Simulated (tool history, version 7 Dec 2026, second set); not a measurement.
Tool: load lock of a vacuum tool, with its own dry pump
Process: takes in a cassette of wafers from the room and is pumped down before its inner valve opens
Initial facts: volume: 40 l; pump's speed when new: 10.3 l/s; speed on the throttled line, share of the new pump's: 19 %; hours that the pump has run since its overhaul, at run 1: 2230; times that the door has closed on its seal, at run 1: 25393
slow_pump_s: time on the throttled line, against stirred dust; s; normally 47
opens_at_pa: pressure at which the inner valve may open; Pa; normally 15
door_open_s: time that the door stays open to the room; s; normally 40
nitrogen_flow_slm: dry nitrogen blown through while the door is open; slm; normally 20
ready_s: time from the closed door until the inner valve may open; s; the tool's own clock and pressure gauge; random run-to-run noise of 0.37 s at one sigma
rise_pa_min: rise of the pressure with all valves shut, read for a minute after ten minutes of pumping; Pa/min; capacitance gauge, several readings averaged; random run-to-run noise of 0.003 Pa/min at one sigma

run	hour	slow_pump_s	opens_at_pa	door_open_s	nitrogen_flow_slm	hours that the pump has run since its overhaul	times that the door has closed on its seal	incoming humidity of the room's air, %	ready_s	rise_pa_min
1	0	47	15	40	20	2230	25393	46.2	73.8	0.296
2	53	47	20	40	20	2283	25539	48	72.1	0.298
3	128.6	47	15	40	20	2358	25748	45.6	73.9	0.304
4	231.9	47	15	40	20	2462	26034	43.9	74.2	0.304
5	312.4	47	15	40	20	2542	26256	44.4	73.3	0.313
6	386.1	47	15	40	20	2616	26460	43.2	74.4	0.311
7	505.6	47	29	40	20	2735	26791	46.9	71.4	0.322
8	629.8	47	15	40	20	2860	27134	45.4	74.3	0.315
9	688	47	15	40	20	2918	27295	43	73.8	0.33
10	815.9	47	13	40	20	3046	27649	41.8	74.7	0.331
11	919.5	47	15	40	20	3149	27935	44.4	74.3	0.341
12	1041.6	47	15	40	20	3271	28273	44.9	74.3	0.35
13	1148.4	47	15	40	20	3378	28568	45.7	73.7	0.338
14	1202.3	28	15	40	22	3432	28717	43.1	58.7	0.347
15	1293.6	47	13	40	9	3523	28970	44.4	74.9	0.37
16	1392.9	47	13	40	9	3623	29244	45.4	74.2	0.37
17	1506.9	57	19	40	9	3737	29559	45	81.3	0.376
18	1635.4	86	15	42	20	3865	29915	46.6	106.5	0.37
19	1719.1	86	15	42	20	3949	30146	43.2	105.3	0.375
20	1775	86	29	42	20	4005	30301	46.4	103	0.38
21	1876.9	51	22	85	12	4107	30582	44.7	75.7	0.423
22	1935.2	51	12	85	12	4165	30744	42.8	78.2	0.422
23	2006.3	47	15	201	19	4236	30940	45.6	74.4	0.454

3 ways to go on from here, each from the tool as it stands after run 23. What would each give?
A	2111.1	47	12	69	6	4341	31230	52.9	?	?
B	2111.1	62	15	40	7	4341	31230	41.3	?	?
C	2111.1	48	15	40	5	4341	31230	40	?	?

run	ready_s	rise_pa_min
A	75.7	0.44
B	86.1	0.4
C	75.4	0.404
The same runs, with their run-to-run variation unchanged, on a tool lacking any hidden condition would have given:
run	ready_s	rise_pa_min
A	73.8	0.086
B	84.5	0.047
C	73.6	0.049
